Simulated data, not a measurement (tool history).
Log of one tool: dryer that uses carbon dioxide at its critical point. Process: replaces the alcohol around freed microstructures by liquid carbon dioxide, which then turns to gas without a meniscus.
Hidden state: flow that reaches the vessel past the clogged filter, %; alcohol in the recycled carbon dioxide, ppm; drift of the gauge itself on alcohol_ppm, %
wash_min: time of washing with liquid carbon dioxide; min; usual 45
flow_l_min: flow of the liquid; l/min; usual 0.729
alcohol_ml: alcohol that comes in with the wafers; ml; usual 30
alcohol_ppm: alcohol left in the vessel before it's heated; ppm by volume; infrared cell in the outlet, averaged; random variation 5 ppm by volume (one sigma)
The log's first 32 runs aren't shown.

run    hour  wash_min  flow_l_min  alcohol_ml  hours of work since the filter was changed  hours of work since the purifier's bed was changed  alcohol_ppm
 33     955        57       0.845          99                                         195                                                  48           20
 34   996.8        67       0.845          20                                         225                                                  78           16
 35    1026        67       0.845          20                                         247                                                 100           20
 36  1051.4        64        0.46          30                                         265                                                 118           56
 37  1071.8        64       0.785          64                                         280                                                 133           33
 38  1107.9        52       0.475          30                                         307                                                 160          127
 39  1132.6        45       0.729         103                                         325                                                 178          109
 40  1154.4        45       0.729         103                                         341                                                 194          123
 41  1191.1        35       0.729          30                                         368                                                 221          129
 42  1227.4        45       0.729          31                                         394                                                 247           94
 43  1247.2        54       0.729          31                                         409                                                 262           73
     1268.4  -- inlet filter changed
 44  1289.2        54       0.729          31                                          15                                                 292           76
 45  1311.5        31       0.454          52                                          32                                                 308          748
 46  1328.6        31       0.454          52                                          44                                                 321          762

3 ways to go on from here, each from the tool as it stands after run 46. What would each give?
  A  1346.5        37       1.101          52                                          57                                                 334            ?
  B  1346.5        45       0.729          78                                          57                                                 334            ?
  C  1346.5        40       0.943          49                                          57                                                 334            ?

run  alcohol_ppm
  A           84
  B          109
  C           91
Without the tool's hidden state the same runs would have given:
run  alcohol_ppm
  A            5
  B           26
  C            8
